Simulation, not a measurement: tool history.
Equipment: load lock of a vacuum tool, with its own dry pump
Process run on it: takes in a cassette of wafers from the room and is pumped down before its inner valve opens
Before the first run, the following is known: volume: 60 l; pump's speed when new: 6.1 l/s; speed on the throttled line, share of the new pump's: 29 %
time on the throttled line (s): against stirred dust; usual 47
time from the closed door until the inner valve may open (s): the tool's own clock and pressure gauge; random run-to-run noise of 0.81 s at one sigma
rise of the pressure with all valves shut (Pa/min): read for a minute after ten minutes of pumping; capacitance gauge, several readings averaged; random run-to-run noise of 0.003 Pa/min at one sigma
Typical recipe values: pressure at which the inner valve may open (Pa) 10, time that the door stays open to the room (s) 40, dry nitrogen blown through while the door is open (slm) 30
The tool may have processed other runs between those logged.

run	hour	time on the throttled line (s)	pressure at which the inner valve may open (Pa)	time that the door stays open to the room (s)	dry nitrogen blown through while the door is open (slm)	incoming humidity of the room's air, %	time from the closed door until the inner valve may open (s)	rise of the pressure with all valves shut (Pa/min)
1	0.0	47	10	40	30	42.6	135.9	0.358
2	233.4	47	16	40	30	46.7	129.4	0.372
3	433.3	47	16	40	30	47.5	129.8	0.401
4	619.2	47	10	183	30	48.8	135.3	0.436
5	758.6	47	10	28	30	47.8	135.6	0.422
6	916.5	47	20	40	30	46.7	128.6	0.435
# hour 1075.3: door's seal changed, seat wiped
7	1131.9	47	20	40	30	46.1	128.8	0.032
8	1410.0	47	10	40	30	43.5	136.7	0.030
9	1665.0	47	10	40	30	47.6	138.2	0.036
10	1969.7	47	10	40	30	48.0	137.8	0.043
11	2202.1	47	10	40	30	41.4	138.8	0.045
12	2498.6	47	10	40	30	46.7	138.6	0.062
13	2808.5	40	10	40	30	45.4	133.9	0.068
14	3094.9	47	10	40	30	45.8	138.9	0.078
15	3232.6	47	10	40	30	40.5	138.4	0.085
16	3384.1	47	10	40	30	45.0	141.2	0.088
17	3696.6	47	14	40	30	41.6	136.7	0.102
18	3859.2	47	14	40	30	44.1	137.3	0.109
19	4005.3	47	10	40	30	43.9	141.0	0.113
20	4244.3	72	7	38	30	46.7	161.8	0.130
21	4557.9	72	7	28	5	44.0	163.5	0.156
22	4855.4	72	7	28	5	46.5	163.4	0.171
23	5001.3	47	10	86	26	40.9	142.3	0.167
24	5258.3	47	10	86	26	46.5	142.0	0.189
25	5552.8	58	10	56	30	44.2	150.2	0.203
26	5680.0	84	10	73	24	46.9	165.9	0.210
27	5857.4	47	18	40	30	44.4	136.3	0.224
28	6041.9	47	18	40	30	44.2	137.7	0.229
29	6275.8	45	10	156	30	47.4	142.4	0.267
30	6443.7	45	10	156	30	48.4	143.5	0.272
31	6754.4	45	10	156	30	46.5	144.5	0.293
32	7067.2	45	10	156	30	42.0	142.7	0.321
33	7329.9	28	17	198	10	47.2	127.7	0.360
34	7504.4	28	17	198	10	45.6	127.2	0.371
35	7717.1	28	17	198	10	44.3	127.0	0.389
36	7941.1	39	17	198	10	48.7	135.2	0.416
37	8165.6	39	17	198	10	49.1	136.6	0.434
# hour 8237.2: door's seal changed, seat wiped
38	8316.7	67	16	56	26	46.3	153.2	0.034

Consider 3 possible next runs. They are alternatives, not a sequence: every one starts from the tool as it was left by run 38. What does each give?
A	8545.2	55	16	56	26	46.2	?	?
B	8545.2	58	10	50	30	45.7	?	?
C	8545.2	61	16	56	41	45.8	?	?

run	time from the closed door until the inner valve may open (s)	rise of the pressure with all valves shut (Pa/min)
A	147.9	0.033
B	155.0	0.028
C	150.5	0.028
Without the tool's unlogged condition, the same runs would have read:
run	time from the closed door until the inner valve may open (s)	rise of the pressure with all valves shut (Pa/min)
A	126.2	0.029
B	132.1	0.024
C	129.6	0.024
